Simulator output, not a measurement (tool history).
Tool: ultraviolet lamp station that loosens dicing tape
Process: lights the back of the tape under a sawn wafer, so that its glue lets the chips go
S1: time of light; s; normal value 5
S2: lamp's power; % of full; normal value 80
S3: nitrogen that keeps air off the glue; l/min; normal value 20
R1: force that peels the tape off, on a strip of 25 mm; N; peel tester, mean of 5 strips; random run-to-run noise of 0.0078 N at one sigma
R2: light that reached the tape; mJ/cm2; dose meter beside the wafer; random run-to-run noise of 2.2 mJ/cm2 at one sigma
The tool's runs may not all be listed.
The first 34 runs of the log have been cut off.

Run 35, hour 2265.5: usual settings but S1 3 s, S3 8 l/min. Result: R1 2.527 N, R2 74 mJ/cm2.
Run 36, hour 2339: usual settings but S1 4 s, S2 62 % of full, S3 29 l/min. Result: R1 1.604 N, R2 75 mJ/cm2.
At hour 2410.1: lamp changed.
Run 37, hour 2425.6: usual settings but S1 4 s, S2 62 % of full, S3 29 l/min. Result: R1 0.78 N, R2 112 mJ/cm2.
Run 38, hour 2477.6: usual settings but S1 4 s, S2 62 % of full, S3 29 l/min. Result: R1 0.839 N, R2 108 mJ/cm2.
Run 39, hour 2516.4: usual settings but S2 74 % of full, S3 7 l/min. Result: R1 0.929 N, R2 158 mJ/cm2.
Run 40, hour 2560.1: usual settings but S2 93 % of full, S3 11 l/min. Result: R1 0.438 N, R2 192 mJ/cm2.
At hour 2568.7: window cleaned of glue's vapour.
Run 41, hour 2626.7: usual settings but S2 60 % of full, S3 12 l/min. Result: R1 0.779 N, R2 147 mJ/cm2.
Run 42, hour 2712.6: usual settings but S1 7 s, S2 74 % of full, S3 18 l/min. Result: R1 0.259 N, R2 246 mJ/cm2.

Here are 4 independent what-if runs from the current tool condition. What would each one return?
Run A, hour 2757.2: usual settings but S1 2 s, S2 74 % of full, S3 18 l/min. Result: R1 ?, R2 ?.
Run B, hour 2757.2: usual settings but S1 3 s, S2 71 % of full, S3 29 l/min. Result: R1 ?, R2 ?.
Run C, hour 2757.2: usual settings but S1 9 s, S2 71 % of full. Result: R1 ?, R2 ?.
Run D, hour 2757.2: usual settings but S1 9 s, S2 66 % of full. Result: R1 ?, R2 ?.

run     R1   R2
  A  2.068   70
  B  0.928   99
  C  0.217  294
  D  0.219  274
Without the tool's hidden state the same runs would have given:
run     R1   R2
  A   1.84   77
  B  0.787  108
  C   0.21  322
  D   0.21  300
